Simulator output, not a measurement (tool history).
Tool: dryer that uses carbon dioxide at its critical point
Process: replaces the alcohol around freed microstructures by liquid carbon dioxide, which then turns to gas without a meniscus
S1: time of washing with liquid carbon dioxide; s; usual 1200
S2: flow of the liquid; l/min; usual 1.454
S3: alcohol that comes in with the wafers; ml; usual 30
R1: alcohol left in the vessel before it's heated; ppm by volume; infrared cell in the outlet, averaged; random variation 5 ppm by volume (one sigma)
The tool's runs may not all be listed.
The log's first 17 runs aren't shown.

| run | hour | S1 | S2 | S3 | R1 |
|---|---|---|---|---|---|
| 18 | 737.7 | 1200 | 1.454 | 30 | 179 |
| 19 | 785.7 | 1200 | 1.454 | 30 | 177 |
| 20 | 847.9 | 1200 | 1.454 | 30 | 194 |
| 21 | 904.1 | 1200 | 2.21 | 24 | 179 |
| 22 | 946.9 | 1860 | 1.454 | 114 | 192 |
| 23 | 995.7 | 1140 | 1.95 | 23 | 190 |
| 24 | 1022.6 | 1200 | 1.454 | 30 | 198 |
| 25 | 1064.4 | 1200 | 1.4 | 32 | 214 |
| 26 | 1113.7 | 1200 | 2.43 | 30 | 198 |
| 27 | 1153.3 | 1680 | 2.43 | 30 | 186 |
|  | 1197.7 | inlet filter changed |
| 28 | 1206.3 | 1200 | 1.454 | 68 | 214 |
| 29 | 1238.8 | 1200 | 1.33 | 30 | 222 |
| 30 | 1292.8 | 1200 | 1.33 | 30 | 222 |
| 31 | 1343.1 | 720 | 0.89 | 30 | 849 |
| 32 | 1380.2 | 720 | 0.89 | 30 | 855 |
| 33 | 1441.7 | 720 | 0.89 | 30 | 895 |
|  | 1447.9 | purifier's bed changed |
| 34 | 1479.7 | 840 | 0.89 | 87 | 1352 |
| 35 | 1531.7 | 1440 | 1.42 | 24 | 18 |
| 36 | 1569.5 | 1260 | 1.08 | 36 | 71 |
| 37 | 1598.5 | 1260 | 1.08 | 36 | 80 |
| 38 | 1659.8 | 1260 | 1.08 | 36 | 90 |
| 39 | 1706.7 | 1260 | 1.08 | 36 | 83 |
| 40 | 1744.6 | 1260 | 1.08 | 36 | 106 |

5 ways to go on from here, each from the tool as it stands after run 40. What would each give?
| A | 1784.7 | 1260 | 1.08 | 36 | ? |
| B | 1784.7 | 1200 | 2.15 | 26 | ? |
| C | 1784.7 | 1440 | 1.08 | 28 | ? |
| D | 1784.7 | 780 | 1.51 | 104 | ? |
| E | 1784.7 | 1260 | 1.81 | 105 | ? |

| run | R1 |
|---|---|
| A | 119 |
| B | 33 |
| C | 67 |
| D | 451 |
| E | 45 |
Without the tool's hidden state the same runs would have given:
| run | R1 |
|---|---|
| A | 46 |
| B | 5 |
| C | 19 |
| D | 208 |
| E | 12 |
